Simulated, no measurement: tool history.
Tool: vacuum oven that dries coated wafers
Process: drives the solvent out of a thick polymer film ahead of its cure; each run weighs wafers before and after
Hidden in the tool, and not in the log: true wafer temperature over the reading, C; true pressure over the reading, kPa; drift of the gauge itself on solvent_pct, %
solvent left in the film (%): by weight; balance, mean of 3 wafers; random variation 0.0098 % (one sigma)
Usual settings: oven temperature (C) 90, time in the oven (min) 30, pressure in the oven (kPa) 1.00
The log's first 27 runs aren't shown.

| run | day | oven temperature (C) | time in the oven (min) | pressure in the oven (kPa) | hours of work since the thermocouples were calibrated | hours of work since the vacuum gauge was cleaned of residue | solvent left in the film (%) |
|---|---|---|---|---|---|---|---|
| 28 | 46.221 | 90 | 30 | 1.07 | 792 | 792 | 1.128 |
| 29 | 47.221 | 90 | 30 | 1.07 | 808 | 808 | 1.125 |
| 30 | 48.262 | 90 | 30 | 2.90 | 824 | 824 | 1.800 |
| 31 | 49.300 | 80 | 24 | 2.90 | 840 | 840 | 4.667 |
| 32 | 50.517 | 80 | 24 | 2.90 | 859 | 859 | 4.649 |
| 33 | 51.917 | 90 | 47 | 1.00 | 880 | 880 | 0.529 |
| 34 | 53.717 | 90 | 47 | 1.00 | 908 | 908 | 0.507 |
| 35 | 56.129 | 93 | 20 | 1.00 | 945 | 945 | 1.895 |
| 36 | 57.979 | 100 | 35 | 1.35 | 974 | 974 | 0.424 |
| 37 | 59.275 | 90 | 30 | 0.84 | 994 | 994 | 1.038 |
| 38 | 61.221 | 88 | 24 | 0.51 | 1024 | 1024 | 1.883 |
| 39 | 62.754 | 88 | 24 | 0.51 | 1048 | 1048 | 1.859 |
| 40 | 64.392 | 88 | 24 | 0.51 | 1073 | 1073 | 1.871 |
| 41 | 66.704 | 88 | 24 | 0.51 | 1109 | 1109 | 1.848 |
|  | 68.788 | vacuum gauge cleaned of residue and calibrated |
| 42 | 68.788 | 88 | 24 | 0.51 | 1140 | 0 | 1.860 |
|  | 69.562 | oven's thermocouples calibrated |
| 43 | 71.129 | 88 | 24 | 0.51 | 24 | 35 | 1.860 |
| 44 | 72.904 | 102 | 38 | 0.61 | 52 | 62 | 0.178 |
| 45 | 74.562 | 104 | 20 | 1.00 | 77 | 88 | 0.648 |
| 46 | 76.662 | 102 | 30 | 1.49 | 110 | 120 | 0.468 |

Forecast each of these 3 alternatives for the next run:
| A | 78.904 | 102 | 22 | 3.32 | 144 | 155 | ? |
| B | 78.904 | 94 | 29 | 2.57 | 144 | 155 | ? |
| C | 78.904 | 80 | 20 | 1.85 | 144 | 155 | ? |

| run | solvent left in the film (%) |
|---|---|
| A | 1.211 |
| B | 1.294 |
| C | 5.142 |
Without the tool's hidden state the same runs would have given:
| run | solvent left in the film (%) |
|---|---|
| A | 1.211 |
| B | 1.294 |
| C | 5.143 |

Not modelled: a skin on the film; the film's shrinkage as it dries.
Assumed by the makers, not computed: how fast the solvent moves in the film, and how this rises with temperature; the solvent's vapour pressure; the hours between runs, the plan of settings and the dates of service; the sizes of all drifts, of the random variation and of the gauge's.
